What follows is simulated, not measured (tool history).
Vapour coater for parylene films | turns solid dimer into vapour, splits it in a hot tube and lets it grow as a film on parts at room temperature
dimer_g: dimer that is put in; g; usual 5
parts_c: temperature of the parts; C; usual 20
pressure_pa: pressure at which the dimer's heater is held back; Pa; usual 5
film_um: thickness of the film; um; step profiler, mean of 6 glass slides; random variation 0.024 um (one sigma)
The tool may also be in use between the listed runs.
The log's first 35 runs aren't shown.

run     day  dimer_g  parts_c  pressure_pa  film_um
 36  62.854        6       20         4.52      1.8
     64.225  -- trap's valve overhauled
 37  64.321        5       20         4.82     1.68
 38  65.704        7       23            5      2.1
 39  67.779        8       23         3.49     2.59
 40    69.2        7       21         2.37     2.64
 41  70.875        3       21         2.37     1.14
 42  72.512        8       20         5.13     2.58
 43  74.533        8       20         5.13     2.62
 44  76.467        5       16            5     1.88

3 ways to go on from here, each from the tool as it stands after run 44. What would each give?
  A  78.462        3       16         2.09        ?
  B  78.462        9       13         7.63        ?
  C  78.462        3       16            5        ?

run  film_um
  A     1.39
  B     3.54
  C     1.11
Without the tool's hidden state the same runs would have given:
run  film_um
  A     1.51
  B     3.86
  C     1.22

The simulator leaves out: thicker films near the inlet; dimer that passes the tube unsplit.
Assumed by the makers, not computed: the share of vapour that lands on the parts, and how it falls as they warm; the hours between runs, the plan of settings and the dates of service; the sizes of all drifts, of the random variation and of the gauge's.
